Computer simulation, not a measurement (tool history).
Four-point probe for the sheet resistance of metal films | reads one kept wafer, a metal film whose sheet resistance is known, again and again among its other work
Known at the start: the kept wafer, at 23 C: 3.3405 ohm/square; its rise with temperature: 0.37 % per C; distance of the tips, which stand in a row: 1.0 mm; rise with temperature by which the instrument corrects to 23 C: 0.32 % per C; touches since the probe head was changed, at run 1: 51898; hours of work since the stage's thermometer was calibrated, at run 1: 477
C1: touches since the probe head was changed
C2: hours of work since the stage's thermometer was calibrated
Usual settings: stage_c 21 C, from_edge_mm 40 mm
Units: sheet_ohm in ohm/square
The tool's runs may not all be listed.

run 1 hour=0 | stage_c=21 from_edge_mm=40 | C1=51898 C2=477 | sheet_ohm=3.338273
run 2 hour=31.6 | stage_c=21 from_edge_mm=40 | C1=52927 C2=492 | sheet_ohm=3.337642
run 3 hour=79.5 | stage_c=21 from_edge_mm=40 | C1=54489 C2=515 | sheet_ohm=3.338901
run 4 hour=110.1 | stage_c=21 from_edge_mm=40 | C1=55484 C2=529 | sheet_ohm=3.337821
run 5 hour=142.5 | stage_c=21 from_edge_mm=40 | C1=56539 C2=545 | sheet_ohm=3.338194
run 6 hour=165.2 | stage_c=21 from_edge_mm=40 | C1=57281 C2=556 | sheet_ohm=3.338836
run 7 hour=201.9 | stage_c=21 from_edge_mm=40 | C1=58476 C2=573 | sheet_ohm=3.336769
run 8 hour=256.6 | stage_c=21 from_edge_mm=40 | C1=60258 C2=599 | sheet_ohm=3.338021
run 9 hour=302 | stage_c=21 from_edge_mm=40 | C1=61736 C2=621 | sheet_ohm=3.339006
run 10 hour=354.4 | stage_c=21 from_edge_mm=40 | C1=63444 C2=646 | sheet_ohm=3.339044
-- hour=374 new probe head fitted
run 11 hour=389.6 | stage_c=21 from_edge_mm=40 | C1=506 C2=662 | sheet_ohm=3.337384
run 12 hour=434.1 | stage_c=30 from_edge_mm=40 | C1=1956 C2=683 | sheet_ohm=3.355081
run 13 hour=466.6 | stage_c=28 from_edge_mm=40 | C1=3015 C2=698 | sheet_ohm=3.351579
run 14 hour=516.2 | stage_c=26 from_edge_mm=11 | C1=4631 C2=722 | sheet_ohm=3.360034
run 15 hour=570.9 | stage_c=27 from_edge_mm=5 | C1=6415 C2=748 | sheet_ohm=3.418973
run 16 hour=612.9 | stage_c=29 from_edge_mm=10 | C1=7783 C2=768 | sheet_ohm=3.371386
run 17 hour=664.1 | stage_c=32 from_edge_mm=21 | C1=9451 C2=792 | sheet_ohm=3.361148
run 18 hour=698.8 | stage_c=32 from_edge_mm=21 | C1=10582 C2=809 | sheet_ohm=3.362366
run 19 hour=730.3 | stage_c=25 from_edge_mm=14 | C1=11607 C2=824 | sheet_ohm=3.353979
run 20 hour=764.4 | stage_c=31 from_edge_mm=47 | C1=12716 C2=840 | sheet_ohm=3.356121
run 21 hour=809.7 | stage_c=31 from_edge_mm=47 | C1=14192 C2=862 | sheet_ohm=3.355631
run 22 hour=842.4 | stage_c=31 from_edge_mm=28 | C1=15257 C2=877 | sheet_ohm=3.357176
run 23 hour=877.8 | stage_c=31 from_edge_mm=28 | C1=16411 C2=894 | sheet_ohm=3.358242
run 24 hour=920.6 | stage_c=34 from_edge_mm=61 | C1=17806 C2=914 | sheet_ohm=3.361567
run 25 hour=968.9 | stage_c=32 from_edge_mm=3 | C1=19380 C2=937 | sheet_ohm=3.545679

Forecast each of these 4 alternatives for the next run:
run A hour=999.3 | stage_c=26 from_edge_mm=15 | C1=20370 C2=952 | sheet_ohm=?
run B hour=999.3 | stage_c=25 from_edge_mm=30 | C1=20370 C2=952 | sheet_ohm=?
run C hour=999.3 | stage_c=32 from_edge_mm=71 | C1=20370 C2=952 | sheet_ohm=?
run D hour=999.3 | stage_c=31 from_edge_mm=6 | C1=20370 C2=952 | sheet_ohm=?

run=A sheet_ohm=3.35453
run=B sheet_ohm=3.346122
run=C sheet_ohm=3.356933
run=D sheet_ohm=3.405034
Without the tool's hidden state the same runs would have given:
run=A sheet_ohm=3.354181
run=B sheet_ohm=3.345774
run=C sheet_ohm=3.356584
run=D sheet_ohm=3.40468
